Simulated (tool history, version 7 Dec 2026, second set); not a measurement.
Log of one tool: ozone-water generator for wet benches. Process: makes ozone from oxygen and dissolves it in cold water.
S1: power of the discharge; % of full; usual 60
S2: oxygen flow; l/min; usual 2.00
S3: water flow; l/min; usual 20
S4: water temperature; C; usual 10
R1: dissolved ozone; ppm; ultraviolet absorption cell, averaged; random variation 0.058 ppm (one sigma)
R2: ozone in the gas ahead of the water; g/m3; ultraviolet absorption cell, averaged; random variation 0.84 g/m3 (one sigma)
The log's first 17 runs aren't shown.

| run | hour | S1 | S2 | S3 | S4 | R1 | R2 |
|---|---|---|---|---|---|---|---|
| 18 | 1680.4 | 60 | 2.00 | 20 | 17 | 4.70 | 108.1 |
| 19 | 1754.0 | 58 | 2.35 | 28 | 12 | 3.51 | 101.3 |
| 20 | 1859.1 | 58 | 2.35 | 28 | 12 | 3.45 | 101.4 |
| 21 | 2017.1 | 60 | 1.21 | 20 | 7 | 3.88 | 126.2 |
| 22 | 2148.3 | 60 | 1.21 | 20 | 7 | 3.90 | 124.7 |
| 23 | 2252.4 | 60 | 1.21 | 20 | 7 | 3.70 | 127.0 |
| 24 | 2350.0 | 60 | 2.81 | 15 | 7 | 7.88 | 94.9 |
| 25 | 2416.8 | 41 | 2.00 | 29 | 11 | 2.58 | 90.2 |
| 26 | 2532.6 | 41 | 3.28 | 23 | 9 | 4.45 | 76.9 |
|  | 2605.9 | water thermometer calibrated |
|  | 2621.1 | electrodes of the discharge changed |
| 27 | 2646.5 | 41 | 3.28 | 23 | 9 | 5.31 | 92.6 |
| 28 | 2788.6 | 41 | 3.28 | 23 | 9 | 5.24 | 92.5 |
| 29 | 2870.6 | 92 | 3.43 | 20 | 10 | 9.72 | 142.9 |
| 30 | 2945.1 | 67 | 2.00 | 20 | 7 | 6.66 | 145.0 |
| 31 | 3031.4 | 60 | 2.01 | 20 | 11 | 6.09 | 134.0 |
| 32 | 3108.1 | 60 | 2.01 | 20 | 11 | 6.08 | 133.7 |
| 33 | 3239.3 | 60 | 2.01 | 20 | 11 | 5.97 | 133.4 |
| 34 | 3396.6 | 80 | 3.48 | 20 | 12 | 8.67 | 129.4 |

Forecast each of these 3 alternatives for the next run:
| A | 3551.4 | 42 | 3.48 | 20 | 12 | ? | ? |
| B | 3551.4 | 94 | 1.80 | 26 | 12 | ? | ? |
| C | 3551.4 | 47 | 3.48 | 22 | 12 | ? | ? |

| run | R1 | R2 |
|---|---|---|
| A | 6.14 | 91.7 |
| B | 5.22 | 175.6 |
| C | 5.89 | 96.9 |
Without the tool's hidden state the same runs would have given:
| run | R1 | R2 |
|---|---|---|
| A | 6.50 | 92.9 |
| B | 5.58 | 179.4 |
| C | 6.24 | 98.3 |
